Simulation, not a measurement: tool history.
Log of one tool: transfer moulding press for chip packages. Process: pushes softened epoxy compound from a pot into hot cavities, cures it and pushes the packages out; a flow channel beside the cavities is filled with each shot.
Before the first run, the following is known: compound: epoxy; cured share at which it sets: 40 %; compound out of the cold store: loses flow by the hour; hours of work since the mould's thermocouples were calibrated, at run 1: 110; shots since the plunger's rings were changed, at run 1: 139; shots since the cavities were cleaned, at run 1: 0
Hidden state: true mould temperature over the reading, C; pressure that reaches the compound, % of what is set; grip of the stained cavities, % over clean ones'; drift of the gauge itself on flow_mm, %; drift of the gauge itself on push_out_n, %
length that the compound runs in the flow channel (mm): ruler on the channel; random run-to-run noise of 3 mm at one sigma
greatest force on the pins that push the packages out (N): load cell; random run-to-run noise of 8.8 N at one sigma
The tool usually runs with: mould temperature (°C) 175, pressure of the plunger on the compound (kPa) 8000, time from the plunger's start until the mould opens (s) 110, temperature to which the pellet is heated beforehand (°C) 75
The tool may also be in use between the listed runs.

run	hour	mould temperature (°C)	pressure of the plunger on the compound (kPa)	time from the plunger's start until the mould opens (s)	temperature to which the pellet is heated beforehand (°C)	hours of work since the mould's thermocouples were calibrated	shots since the plunger's rings were changed	shots since the cavities were cleaned	incoming compound's hours out of the cold store	length that the compound runs in the flow channel (mm)	greatest force on the pins that push the packages out (N)
1	0.0	175	8000	110	75	110	139	0	34.8	518	403
2	11.9	175	8000	149	75	118	275	136	14.0	565	424
3	24.0	175	8000	110	75	126	414	275	40.9	499	552
4	35.9	175	8000	110	75	134	550	411	14.4	567	628
5	48.5	175	8000	110	75	143	695	556	19.9	547	691
6	66.5	175	8000	110	75	155	902	763	22.8	540	732
7	84.0	175	8000	110	75	167	1102	963	11.3	570	738
# hour 92.2: cavities cleaned with cleaning compound and waxed
8	97.3	175	8000	110	73	175	1238	58	42.6	491	431
9	111.7	175	8000	110	73	185	1404	224	35.0	507	501
10	123.8	175	8000	110	79	193	1542	362	23.4	531	581
11	144.0	175	8000	110	79	207	1774	594	15.4	549	621
12	163.1	175	8000	110	79	220	1994	814	8.0	564	730
13	171.9	175	8000	110	79	226	2094	914	19.0	536	749
# hour 184.9: cavities cleaned with cleaning compound and waxed
14	187.1	175	6470	102	68	235	2251	25	32.5	449	454
15	200.5	179	8000	110	75	244	2406	180	32.8	491	454
16	212.6	179	7970	110	69	253	2545	319	47.3	458	508
17	232.3	179	7970	110	69	266	2770	544	41.4	467	611
18	242.0	179	7970	110	69	273	2881	655	19.0	511	616
19	259.7	175	8000	110	66	285	3085	859	13.6	543	745
20	269.0	175	8000	125	83	291	3191	965	31.5	493	673
# hour 276.5: cavities cleaned with cleaning compound and waxed
21	278.9	169	6230	110	81	297	3288	28	31.5	448	536
22	289.2	174	6230	123	78	304	3406	146	39.6	421	441
23	297.7	175	8000	106	72	309	3503	243	37.9	476	549

3 options for the next run, each taken on its own from the tool as it stands now. Forecast them:
A	317.2	175	8000	110	73	323	3727	467	35.0	?	?
B	317.2	175	8630	105	79	323	3727	467	13.5	?	?
C	317.2	182	6890	127	75	323	3727	467	32.4	?	?

run	length that the compound runs in the flow channel (mm)	greatest force on the pins that push the packages out (N)
A	478	634
B	555	654
C	432	570
The same runs, with their run-to-run variation unchanged, on a tool lacking any hidden condition would have given:
run	length that the compound runs in the flow channel (mm)	greatest force on the pins that push the packages out (N)
A	513	402
B	595	415
C	464	360

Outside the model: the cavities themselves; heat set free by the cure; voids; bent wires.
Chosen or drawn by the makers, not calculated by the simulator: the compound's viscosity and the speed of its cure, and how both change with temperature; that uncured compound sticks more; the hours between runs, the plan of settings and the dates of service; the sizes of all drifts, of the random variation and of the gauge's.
